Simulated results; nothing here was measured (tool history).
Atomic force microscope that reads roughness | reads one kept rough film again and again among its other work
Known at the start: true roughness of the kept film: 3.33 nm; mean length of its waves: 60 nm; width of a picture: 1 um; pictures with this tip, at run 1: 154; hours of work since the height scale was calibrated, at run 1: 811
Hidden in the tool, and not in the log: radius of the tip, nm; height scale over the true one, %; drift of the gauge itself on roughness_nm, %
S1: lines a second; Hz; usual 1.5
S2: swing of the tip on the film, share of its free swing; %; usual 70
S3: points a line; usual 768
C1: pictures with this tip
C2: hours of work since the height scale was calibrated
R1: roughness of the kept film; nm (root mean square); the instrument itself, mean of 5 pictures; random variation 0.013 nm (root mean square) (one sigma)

run,hour,S1,S2,S3,C1,C2,R1
1,0,1.5,70,768,154,811,2.853
2,16.1,1.5,70,312,170,820,2.827
3,50,1.5,70,312,203,839,2.791
4,73.9,1.5,70,312,226,852,2.774
5,104.9,1.5,70,312,255,869,2.754
# hour 129.5: new tip fitted
6,132.7,1.5,70,374,3,884,2.973
7,159.2,1.5,70,374,28,898,2.925
8,193.9,1.5,70,374,62,917,2.905
9,219.6,1.5,70,374,87,931,2.872
10,256.4,1.5,70,374,122,951,2.869
# hour 260.7: height scale calibrated on a step standard
11,279.9,1.5,88,1008,144,11,2.588
12,307.3,1.5,88,1008,170,25,2.587
13,341.7,1.5,89,473,203,44,2.544
14,376.2,3.87,89,325,237,63,2.042
15,396.5,1.96,72,583,256,74,2.69
# hour 415.5: height scale calibrated on a step standard, once more
# hour 419.5: new tip fitted
16,432.8,1.5,88,433,13,9,2.738
17,456.2,1.5,88,433,35,22,2.698
18,485.1,1.5,57,271,63,38,3.08
19,514.6,0.59,56,396,92,54,3.074
20,543.5,1.5,86,844,119,70,2.71

Hidden state at the last listed run before each entry between runs and at the first one after, where it differs:
Between runs 5 and 6: new tip fitted (hour 129.5)
  radius of the tip, nm: 31.8 -> 10.4; height scale over the true one, %: -0.9 -> -0.91
  measured less the result without the state, R1: -0.239 -> -0.032 nm (root mean square)
Between runs 10 and 11: height scale calibrated on a step standard (hour 260.7)
  radius of the tip, nm: 20.2 -> 22; height scale over the true one, %: -1 -> -1.13
  measured less the result without the state, R1: -0.133 -> -0.14 nm (root mean square)
Between runs 15 and 16: height scale calibrated on a step standard, once more (hour 415.5); new tip fitted (hour 419.5)
  radius of the tip, nm: 31.3 -> 11.2; height scale over the true one, %: -1.2 -> 0.1
  measured less the result without the state, R1: -0.237 -> -0.009 nm (root mean square)
